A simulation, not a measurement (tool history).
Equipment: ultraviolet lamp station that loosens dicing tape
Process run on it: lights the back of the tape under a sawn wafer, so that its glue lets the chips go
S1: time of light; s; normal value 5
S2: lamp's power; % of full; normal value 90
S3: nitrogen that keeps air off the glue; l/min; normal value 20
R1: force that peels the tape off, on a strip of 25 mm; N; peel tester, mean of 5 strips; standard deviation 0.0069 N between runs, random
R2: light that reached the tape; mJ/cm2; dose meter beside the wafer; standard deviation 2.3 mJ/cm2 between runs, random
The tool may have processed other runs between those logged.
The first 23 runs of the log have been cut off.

run	hour	S1	S2	S3	R1	R2
24	1373.0	2	75	38	1.798	78
25	1449.0	2	75	38	1.733	77
26	1531.6	2	75	38	1.810	77
27	1567.1	2	75	38	1.769	76
# hour 1584.5: lamp changed
28	1642.3	5	83	20	0.285	212
29	1676.6	5	75	11	0.566	191
30	1734.3	8	70	14	0.185	287
31	1811.7	7	90	29	0.138	331
32	1878.5	7	90	29	0.135	319
33	1942.3	2	71	24	2.234	72
34	1980.9	9	94	9	0.140	432
# hour 2029.5: window cleaned of glue's vapour
35	2038.6	9	94	9	0.131	432
36	2088.8	5	86	20	0.248	219
37	2156.2	5	86	20	0.271	222
38	2199.0	7	90	16	0.156	324
39	2261.3	7	90	16	0.157	322
40	2320.0	2	80	19	2.084	83
41	2377.8	2	80	36	1.636	84
42	2417.2	2	80	36	1.599	80

Here are 4 independent what-if runs from the current tool condition. What would each one return?
A	2471.3	2	95	11	?	?
B	2471.3	5	86	28	?	?
C	2471.3	5	76	24	?	?
D	2471.3	5	71	20	?	?

run	R1	R2
A	2.090	100
B	0.211	223
C	0.298	189
D	0.393	185
The same runs, with their run-to-run variation unchanged, on a tool lacking any hidden condition would have given:
run	R1	R2
A	2.088	100
B	0.211	223
C	0.297	189
D	0.393	185
